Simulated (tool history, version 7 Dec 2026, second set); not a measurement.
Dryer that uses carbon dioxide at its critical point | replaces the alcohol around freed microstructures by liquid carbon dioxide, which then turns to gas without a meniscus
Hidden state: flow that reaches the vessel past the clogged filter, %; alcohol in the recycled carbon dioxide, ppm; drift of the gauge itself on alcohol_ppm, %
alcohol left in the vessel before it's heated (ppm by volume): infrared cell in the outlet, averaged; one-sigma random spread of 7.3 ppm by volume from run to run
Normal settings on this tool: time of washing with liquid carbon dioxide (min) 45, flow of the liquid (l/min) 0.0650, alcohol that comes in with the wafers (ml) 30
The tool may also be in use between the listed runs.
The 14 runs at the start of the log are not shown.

run,hour,time of washing with liquid carbon dioxide (min),flow of the liquid (l/min),alcohol that comes in with the wafers (ml),hours of work since the filter was changed,hours of work since the purifier's bed was changed,alcohol left in the vessel before it's heated (ppm by volume)
15,206.8,58,0.0650,30,13,340,125
16,223.8,58,0.0720,30,22,350,84
17,234.2,58,0.0720,30,28,355,86
18,251.9,45,0.0650,54,37,365,720
19,269.1,45,0.0650,30,47,374,424
20,277.6,45,0.0650,39,51,379,543
21,286.6,45,0.0650,30,56,384,434
22,302.5,45,0.0650,30,65,393,428
23,317.5,59,0.0583,33,73,401,220
24,328.3,29,0.0563,33,79,407,3967
25,337.0,64,0.0651,30,84,411,98
26,349.5,64,0.0651,30,91,418,102
27,358.8,45,0.0983,21,96,423,68
28,371.1,34,0.0513,21,102,430,2103
29,385.8,40,0.0779,81,110,438,885
30,395.5,40,0.0779,81,116,443,902
31,413.1,45,0.0394,60,125,453,5537
32,428.6,63,0.0646,30,134,461,114
33,437.5,31,0.0650,30,139,466,2096
34,457.3,31,0.0641,45,150,477,3251

Run 35 comes next. What will it give?
35,473.0,43,0.0958,37,158,486,?

Logged for run 35: alcohol left in the vessel before it's heated (ppm by volume) 147.
Were there no unlogged condition in the tool, this run, its random variation unchanged, would have produced alcohol left in the vessel before it's heated (ppm by volume) 71.
